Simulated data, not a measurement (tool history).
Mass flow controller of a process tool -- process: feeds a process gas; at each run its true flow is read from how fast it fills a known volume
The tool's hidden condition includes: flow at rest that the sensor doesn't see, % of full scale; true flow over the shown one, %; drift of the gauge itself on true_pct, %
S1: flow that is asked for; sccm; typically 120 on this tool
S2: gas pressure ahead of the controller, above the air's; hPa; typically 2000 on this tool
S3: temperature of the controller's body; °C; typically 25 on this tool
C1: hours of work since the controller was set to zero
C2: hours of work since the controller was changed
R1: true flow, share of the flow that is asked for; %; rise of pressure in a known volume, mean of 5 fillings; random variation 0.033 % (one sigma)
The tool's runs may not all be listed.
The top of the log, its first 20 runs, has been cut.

run	day	S1	S2	S3	C1	C2	R1
21	59.108	120	2000	25	1894	1894	99.47
22	61.862	120	2000	25	1924	1924	99.48
23	65.571	120	2000	25	1964	1964	99.56
24	67.671	120	2000	36	1986	1986	98.28
25	71.925	120	1870	21	2032	2032	100.09
26	74.158	120	1680	25	2056	2056	99.52
27	78.15	91	1800	36	2099	2099	97.89
28	81.633	119	2000	25	2136	2136	99.78
29	85.892	69	2000	25	2182	2182	98.97
30	89.117	78	2000	25	2217	2217	99.17
31	92.883	51	2260	25	2257	2257	98.9
32	95.442	51	2260	25	2285	2285	98.83
33	98.404	142	2260	25	2317	2317	100.53
34	101.979	142	2260	25	2355	2355	100.56

Run 35 comes next. What will it give?
35	104.946	196	2200	28	2387	2387	?

R1: 101.21 %
Were there no unlogged condition in the tool, this run, its random variation unchanged, would have produced R1 99.7 %.
